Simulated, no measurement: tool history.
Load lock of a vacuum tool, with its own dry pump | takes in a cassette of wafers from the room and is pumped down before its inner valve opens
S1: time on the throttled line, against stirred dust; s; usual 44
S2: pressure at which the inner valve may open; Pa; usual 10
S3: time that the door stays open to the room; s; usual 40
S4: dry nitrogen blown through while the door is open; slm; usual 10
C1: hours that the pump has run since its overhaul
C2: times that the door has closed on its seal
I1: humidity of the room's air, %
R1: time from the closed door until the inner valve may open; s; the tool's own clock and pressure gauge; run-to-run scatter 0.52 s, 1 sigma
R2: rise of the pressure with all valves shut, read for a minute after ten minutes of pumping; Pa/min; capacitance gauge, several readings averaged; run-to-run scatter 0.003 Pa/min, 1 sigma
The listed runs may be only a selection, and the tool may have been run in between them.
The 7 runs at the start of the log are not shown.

run 8 hour=940.9 | S1=44 S2=10 S3=40 S4=10 | C1=2390 C2=12710 | I1=44.0 | R1=72.1 R2=0.093
run 9 hour=1085.6 | S1=44 S2=10 S3=40 S4=10 | C1=2534 C2=12970 | I1=48.5 | R1=72.3 R2=0.096
run 10 hour=1193.1 | S1=44 S2=10 S3=40 S4=10 | C1=2642 C2=13164 | I1=41.6 | R1=72.7 R2=0.095
run 11 hour=1283.9 | S1=44 S2=10 S3=40 S4=10 | C1=2733 C2=13327 | I1=46.3 | R1=72.1 R2=0.106
run 12 hour=1357.4 | S1=44 S2=10 S3=40 S4=10 | C1=2806 C2=13460 | I1=42.8 | R1=72.2 R2=0.102
run 13 hour=1460.2 | S1=44 S2=10 S3=40 S4=10 | C1=2909 C2=13645 | I1=45.9 | R1=72.5 R2=0.102
run 14 hour=1577.5 | S1=44 S2=10 S3=40 S4=10 | C1=3026 C2=13856 | I1=45.1 | R1=72.0 R2=0.107
run 15 hour=1718.6 | S1=44 S2=10 S3=40 S4=10 | C1=3167 C2=14110 | I1=45.3 | R1=73.1 R2=0.102
run 16 hour=1824.6 | S1=44 S2=10 S3=40 S4=10 | C1=3273 C2=14301 | I1=45.8 | R1=72.9 R2=0.110
run 17 hour=1928.4 | S1=28 S2=16 S3=26 S4=19 | C1=3377 C2=14488 | I1=46.0 | R1=57.4 R2=0.099
run 18 hour=2078.2 | S1=28 S2=16 S3=26 S4=19 | C1=3527 C2=14758 | I1=45.0 | R1=58.5 R2=0.097
run 19 hour=2217.0 | S1=87 S2=10 S3=222 S4=10 | C1=3666 C2=15008 | I1=42.7 | R1=107.2 R2=0.149
run 20 hour=2303.1 | S1=44 S2=10 S3=40 S4=14 | C1=3752 C2=15163 | I1=42.0 | R1=72.6 R2=0.110
run 21 hour=2411.7 | S1=44 S2=10 S3=40 S4=14 | C1=3861 C2=15358 | I1=44.2 | R1=73.6 R2=0.107
run 22 hour=2523.1 | S1=44 S2=10 S3=60 S4=41 | C1=3972 C2=15559 | I1=44.4 | R1=72.4 R2=0.099
run 23 hour=2667.2 | S1=42 S2=18 S3=33 S4=10 | C1=4116 C2=15818 | I1=48.4 | R1=67.7 R2=0.113
run 24 hour=2747.2 | S1=42 S2=16 S3=140 S4=10 | C1=4196 C2=15962 | I1=41.8 | R1=69.5 R2=0.143
run 25 hour=2869.8 | S1=44 S2=10 S3=73 S4=5 | C1=4319 C2=16183 | I1=45.5 | R1=72.3 R2=0.142
run 26 hour=2944.6 | S1=44 S2=13 S3=115 S4=37 | C1=4393 C2=16318 | I1=47.5 | R1=72.4 R2=0.123
run 27 hour=3023.2 | S1=44 S2=8 S3=115 S4=11 | C1=4472 C2=16460 | I1=43.6 | R1=72.9 R2=0.141
run 28 hour=3186.0 | S1=27 S2=8 S3=45 S4=45 | C1=4635 C2=16753 | I1=45.1 | R1=60.8 R2=0.108
run 29 hour=3270.2 | S1=33 S2=10 S3=188 S4=11 | C1=4719 C2=16904 | I1=43.1 | R1=64.2 R2=0.155
run 30 hour=3387.2 | S1=33 S2=10 S3=188 S4=11 | C1=4836 C2=17115 | I1=47.0 | R1=64.4 R2=0.164
run 31 hour=3526.8 | S1=44 S2=10 S3=40 S4=28 | C1=4976 C2=17366 | I1=44.4 | R1=73.4 R2=0.110
run 32 hour=3595.6 | S1=44 S2=10 S3=40 S4=5 | C1=5044 C2=17490 | I1=45.8 | R1=73.7 R2=0.142

Branching from run 32: 5 alternative next runs. What would each branch give?
run A hour=3743.4 | S1=87 S2=16 S3=68 S4=10 | C1=5192 C2=17756 | I1=44.1 | R1=? R2=?
run B hour=3743.4 | S1=44 S2=10 S3=73 S4=29 | C1=5192 C2=17756 | I1=44.2 | R1=? R2=?
run C hour=3743.4 | S1=64 S2=8 S3=40 S4=9 | C1=5192 C2=17756 | I1=45.8 | R1=? R2=?
run D hour=3743.4 | S1=54 S2=10 S3=40 S4=33 | C1=5192 C2=17756 | I1=44.9 | R1=? R2=?
run E hour=3743.4 | S1=30 S2=10 S3=216 S4=15 | C1=5192 C2=17756 | I1=43.0 | R1=? R2=?

run=A R1=104.1 R2=0.133
run=B R1=73.1 R2=0.125
run=C R1=90.5 R2=0.139
run=D R1=80.7 R2=0.120
run=E R1=61.8 R2=0.161
With the hidden condition removed and each run's random variation left untouched, the same runs would have given:
run=A R1=103.1 R2=0.037
run=B R1=71.5 R2=0.028
run=C R1=89.1 R2=0.043
run=D R1=79.2 R2=0.023
run=E R1=60.0 R2=0.065
